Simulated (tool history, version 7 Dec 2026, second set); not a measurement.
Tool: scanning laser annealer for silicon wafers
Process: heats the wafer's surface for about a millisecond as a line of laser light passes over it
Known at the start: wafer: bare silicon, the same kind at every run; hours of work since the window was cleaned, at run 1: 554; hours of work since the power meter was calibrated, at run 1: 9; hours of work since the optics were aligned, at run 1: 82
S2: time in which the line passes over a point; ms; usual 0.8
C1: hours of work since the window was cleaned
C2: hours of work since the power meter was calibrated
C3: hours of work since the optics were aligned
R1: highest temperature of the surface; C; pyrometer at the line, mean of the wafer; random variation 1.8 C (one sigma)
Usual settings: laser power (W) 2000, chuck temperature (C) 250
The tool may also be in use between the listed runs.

{"run": 1, "hour": 0.0, "laser power (W)": 2000, "S2": 0.8, "chuck temperature (C)": 250, "C1": 554, "C2": 9, "C3": 82, "R1": 958}
{"run": 2, "hour": 12.3, "laser power (W)": 1931, "S2": 0.8, "chuck temperature (C)": 250, "C1": 560, "C2": 14, "C3": 88, "R1": 931}
{"run": 3, "hour": 19.0, "laser power (W)": 2000, "S2": 0.8, "chuck temperature (C)": 250, "C1": 563, "C2": 17, "C3": 91, "R1": 960}
{"run": 4, "hour": 28.6, "laser power (W)": 2000, "S2": 0.8, "chuck temperature (C)": 250, "C1": 567, "C2": 22, "C3": 95, "R1": 959}
{"run": 5, "hour": 40.5, "laser power (W)": 2000, "S2": 0.8, "chuck temperature (C)": 250, "C1": 573, "C2": 27, "C3": 101, "R1": 957}
{"run": 6, "hour": 52.7, "laser power (W)": 2000, "S2": 0.8, "chuck temperature (C)": 250, "C1": 578, "C2": 33, "C3": 106, "R1": 954}
{"run": 7, "hour": 61.2, "laser power (W)": 2000, "S2": 0.8, "chuck temperature (C)": 250, "C1": 582, "C2": 37, "C3": 110, "R1": 957}
{"run": 8, "hour": 69.6, "laser power (W)": 2000, "S2": 0.8, "chuck temperature (C)": 250, "C1": 586, "C2": 41, "C3": 114, "R1": 957}
{"run": 9, "hour": 78.7, "laser power (W)": 2000, "S2": 0.8, "chuck temperature (C)": 250, "C1": 590, "C2": 45, "C3": 118, "R1": 959}
{"run": 10, "hour": 88.8, "laser power (W)": 2000, "S2": 0.562, "chuck temperature (C)": 250, "C1": 595, "C2": 50, "C3": 123, "R1": 847}
{"run": 11, "hour": 94.3, "laser power (W)": 2000, "S2": 0.562, "chuck temperature (C)": 250, "C1": 597, "C2": 52, "C3": 125, "R1": 848}
{"run": 12, "hour": 105.9, "laser power (W)": 2000, "S2": 0.562, "chuck temperature (C)": 250, "C1": 603, "C2": 57, "C3": 131, "R1": 844}
{"run": 13, "hour": 119.1, "laser power (W)": 2000, "S2": 0.562, "chuck temperature (C)": 250, "C1": 609, "C2": 63, "C3": 137, "R1": 848}
{"run": 14, "hour": 129.1, "laser power (W)": 2000, "S2": 0.8, "chuck temperature (C)": 250, "C1": 613, "C2": 68, "C3": 142, "R1": 961}
{"run": 15, "hour": 135.3, "laser power (W)": 2000, "S2": 0.8, "chuck temperature (C)": 250, "C1": 616, "C2": 71, "C3": 144, "R1": 962}
{"run": 16, "hour": 142.9, "laser power (W)": 2000, "S2": 0.8, "chuck temperature (C)": 250, "C1": 620, "C2": 74, "C3": 148, "R1": 956}
{"run": 17, "hour": 148.9, "laser power (W)": 2000, "S2": 0.754, "chuck temperature (C)": 250, "C1": 622, "C2": 77, "C3": 151, "R1": 938}
{"run": 18, "hour": 154.6, "laser power (W)": 2000, "S2": 0.822, "chuck temperature (C)": 250, "C1": 625, "C2": 80, "C3": 153, "R1": 965}
{"run": 19, "hour": 161.8, "laser power (W)": 2000, "S2": 0.8, "chuck temperature (C)": 281, "C1": 628, "C2": 83, "C3": 157, "R1": 991}
{"run": 20, "hour": 168.7, "laser power (W)": 2000, "S2": 0.971, "chuck temperature (C)": 250, "C1": 632, "C2": 86, "C3": 160, "R1": 1029}
{"run": 21, "hour": 177.3, "laser power (W)": 1821, "S2": 0.8, "chuck temperature (C)": 250, "C1": 636, "C2": 90, "C3": 164, "R1": 896}
{"run": 22, "hour": 184.5, "laser power (W)": 2000, "S2": 0.959, "chuck temperature (C)": 284, "C1": 639, "C2": 94, "C3": 167, "R1": 1058}

Run 23 comes next. What will it give?
{"run": 23, "hour": 196.4, "laser power (W)": 1853, "S2": 0.948, "chuck temperature (C)": 250, "C1": 644, "C2": 99, "C3": 173, "R1": "?"}

Run 23 gave R1 966 C.
Without the tool's hidden state the same run would have given R1 966 C.
